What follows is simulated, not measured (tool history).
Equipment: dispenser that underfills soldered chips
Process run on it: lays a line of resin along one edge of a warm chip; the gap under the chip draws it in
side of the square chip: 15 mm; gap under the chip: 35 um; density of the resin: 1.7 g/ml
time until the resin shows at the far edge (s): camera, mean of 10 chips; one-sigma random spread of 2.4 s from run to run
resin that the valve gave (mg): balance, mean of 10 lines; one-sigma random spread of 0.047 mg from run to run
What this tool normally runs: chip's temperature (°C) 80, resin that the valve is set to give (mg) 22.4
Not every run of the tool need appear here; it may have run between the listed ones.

| run | hour | chip's temperature (°C) | resin that the valve is set to give (mg) | time until the resin shows at the far edge (s) | resin that the valve gave (mg) |
|---|---|---|---|---|---|
| 1 | 0.0 | 80 | 22.4 | 364.3 | 22.28 |
|  | 6.6 | new syringe of resin |
| 2 | 6.9 | 73 | 22.4 | 324.9 | 22.24 |
| 3 | 13.3 | 73 | 22.4 | 424.4 | 22.19 |
| 4 | 17.2 | 73 | 22.4 | 494.8 | 22.14 |
| 5 | 21.7 | 73 | 22.4 | 603.4 | 22.11 |
|  | 22.8 | new syringe of resin |
| 6 | 27.9 | 80 | 22.4 | 307.5 | 22.06 |
| 7 | 31.4 | 80 | 22.4 | 348.3 | 21.99 |
| 8 | 36.5 | 80 | 22.4 | 421.4 | 22.04 |
|  | 39.1 | new syringe of resin |
| 9 | 39.7 | 80 | 22.4 | 256.8 | 21.95 |
| 10 | 42.8 | 80 | 22.4 | 284.2 | 21.98 |
| 11 | 48.3 | 83 | 22.4 | 322.4 | 21.94 |
| 12 | 54.0 | 83 | 22.4 | 407.8 | 22.00 |
|  | 55.6 | dispensing valve cleaned and set on the balance |
|  | 56.4 | new syringe of resin |
| 13 | 58.9 | 87 | 22.4 | 210.8 | 22.26 |
| 14 | 65.8 | 87 | 22.4 | 283.5 | 22.26 |
| 15 | 70.3 | 80 | 22.4 | 441.7 | 22.12 |
|  | 72.6 | new syringe of resin |
| 16 | 75.9 | 80 | 22.4 | 277.9 | 22.18 |
| 17 | 82.0 | 80 | 22.4 | 365.3 | 22.23 |
| 18 | 86.2 | 80 | 21.6 | 425.9 | 21.24 |
|  | 88.9 | new syringe of resin |
| 19 | 89.9 | 80 | 21.6 | 256.3 | 21.24 |
| 20 | 95.2 | 82 | 20.1 | 295.8 | 19.76 |
| 21 | 99.9 | 82 | 20.1 | 361.6 | 19.80 |
|  | 105.0 | new syringe of resin |
| 22 | 106.8 | 85 | 24.9 | 213.3 | 24.40 |
| 23 | 110.6 | 85 | 24.9 | 247.1 | 24.40 |
| 24 | 116.2 | 85 | 24.9 | 309.7 | 24.32 |
| 25 | 120.1 | 78 | 19.9 | 496.0 | 19.44 |
|  | 121.5 | new syringe of resin |
| 26 | 124.1 | 78 | 19.9 | 301.8 | 19.32 |
| 27 | 130.4 | 80 | 26.0 | 346.1 | 25.34 |
|  | 133.3 | dispensing valve cleaned and set on the balance |
| 28 | 136.8 | 66 | 25.8 | 762.0 | 25.77 |
|  | 138.9 | new syringe of resin |
| 29 | 140.8 | 87 | 27.6 | 195.1 | 27.58 |
| 30 | 147.1 | 80 | 27.2 | 331.9 | 27.20 |
| 31 | 153.5 | 77 | 19.9 | 496.0 | 19.83 |
|  | 155.2 | new syringe of resin |
| 32 | 157.2 | 77 | 19.9 | 309.7 | 19.80 |
| 33 | 161.4 | 77 | 26.9 | 364.0 | 26.69 |
| 34 | 166.6 | 82 | 25.9 | 367.4 | 25.69 |
| 35 | 170.9 | 82 | 25.9 | 429.2 | 25.63 |

Some steps in time until the resin shows at the far edge (s), run to run, broken into two amounts with sign: the step expected even without the hidden condition (settings, incoming material, random variation), and the rest, left for the hidden condition together with whatever gauge scatter is not in both the measured and the hidden-condition-free result:
Hidden state present: resin's viscosity, % of fresh resin's; dose that the valve gives, % of what is set; true chip temperature over the reading, C; drift of the gauge itself on fill_s, %; drift of the gauge itself on given_mg, %.
Run 5 -> 6: chip's temperature (°C) 73 -> 80, new syringe of resin. time until the resin shows at the far edge (s) -295.9: hidden state -226.4, all else -69.5.
Run 27 -> 28: chip's temperature (°C) 80 -> 66, resin that the valve is set to give (mg) 26.0 -> 25.8, dispensing valve cleaned and set on the balance. time until the resin shows at the far edge (s) +415.9: hidden state +239.0, all else +176.9.
Run 28 -> 29: chip's temperature (°C) 66 -> 87, resin that the valve is set to give (mg) 25.8 -> 27.6, new syringe of resin. time until the resin shows at the far edge (s) -566.9: hidden state -338.0, all else -228.9.

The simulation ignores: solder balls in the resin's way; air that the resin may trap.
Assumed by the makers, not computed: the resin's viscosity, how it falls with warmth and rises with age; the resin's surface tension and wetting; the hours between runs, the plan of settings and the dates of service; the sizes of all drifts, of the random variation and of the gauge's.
